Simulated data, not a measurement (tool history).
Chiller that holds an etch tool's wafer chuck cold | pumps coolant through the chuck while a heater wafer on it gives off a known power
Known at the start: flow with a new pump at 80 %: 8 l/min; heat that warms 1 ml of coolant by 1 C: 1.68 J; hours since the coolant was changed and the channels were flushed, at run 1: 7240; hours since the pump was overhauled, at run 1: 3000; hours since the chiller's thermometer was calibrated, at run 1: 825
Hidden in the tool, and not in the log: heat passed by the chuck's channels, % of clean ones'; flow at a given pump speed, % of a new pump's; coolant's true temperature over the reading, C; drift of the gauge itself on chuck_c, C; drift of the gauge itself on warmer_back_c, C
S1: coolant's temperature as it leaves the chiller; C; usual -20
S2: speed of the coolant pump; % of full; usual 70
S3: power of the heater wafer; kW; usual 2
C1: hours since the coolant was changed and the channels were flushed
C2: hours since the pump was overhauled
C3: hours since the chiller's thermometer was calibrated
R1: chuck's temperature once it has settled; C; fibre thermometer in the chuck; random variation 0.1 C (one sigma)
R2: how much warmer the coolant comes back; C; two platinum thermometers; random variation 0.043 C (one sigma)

Run 1, day 0: usual settings; C1 7240; C2 3000; C3 825. Result: R1 5.6 C, R2 10.86 C.
Run 2, day 2.771: usual settings; C1 7307; C2 3067; C3 892. Result: R1 5.6 C, R2 10.76 C.
Run 3, day 4.7: usual settings; C1 7353; C2 3113; C3 938. Result: R1 5.4 C, R2 10.73 C.
Run 4, day 7.808: usual settings; C1 7427; C2 3188; C3 1012. Result: R1 5.5 C, R2 10.85 C.
Run 5, day 9.388: usual settings; C1 7465; C2 3226; C3 1050. Result: R1 5.7 C, R2 10.73 C.
Run 6, day 11.525: usual settings; C1 7517; C2 3277; C3 1102. Result: R1 5.7 C, R2 10.76 C.
Run 7, day 13.521: usual settings; C1 7565; C2 3325; C3 1150. Result: R1 5.6 C, R2 10.77 C.
Run 8, day 16.038: usual settings; C1 7625; C2 3385; C3 1210. Result: R1 5.8 C, R2 10.77 C.
Run 9, day 18.621: usual settings; C1 7687; C2 3447; C3 1272. Result: R1 5.9 C, R2 10.77 C.
Run 10, day 20.358: usual settings; C1 7729; C2 3489; C3 1314. Result: R1 5.8 C, R2 10.76 C.
Run 11, day 23.062: usual settings but S1 -26 C; C1 7794; C2 3554; C3 1379. Result: R1 0.1 C, R2 10.76 C.
Run 12, day 25.062: usual settings but S1 -26 C; C1 7841; C2 3602; C3 1427. Result: R1 -0.1 C, R2 10.86 C.
Run 13, day 28.712: usual settings but S2 83 % of full; C1 7929; C2 3689; C3 1514. Result: R1 2.2 C, R2 9.11 C.
Run 14, day 31.375: usual settings but S2 83 % of full; C1 7993; C2 3753; C3 1578. Result: R1 2.2 C, R2 9.18 C.
Run 15, day 33.229: usual settings but S1 -19 C, S2 100 % of full, S3 1.896 kW; C1 8038; C2 3798; C3 1623. Result: R1 -1.1 C, R2 7.18 C.
Run 16, day 35.046: usual settings but S1 -22 C, S2 68 % of full, S3 2.378 kW; C1 8081; C2 3841; C3 1666. Result: R1 9.9 C, R2 13.36 C.

Forecast run 17:
Run 17, day 37.8: usual settings but S1 -22 C, S2 68 % of full, S3 2.378 kW; C1 8147; C2 3907; C3 1732. Result: R1 ?, R2 ?.

{"run 17": {"R1": 10, "R2": 13.43}}
Without the tool's hidden state the same run would have given R1 3.8 C, R2 12.65 C.

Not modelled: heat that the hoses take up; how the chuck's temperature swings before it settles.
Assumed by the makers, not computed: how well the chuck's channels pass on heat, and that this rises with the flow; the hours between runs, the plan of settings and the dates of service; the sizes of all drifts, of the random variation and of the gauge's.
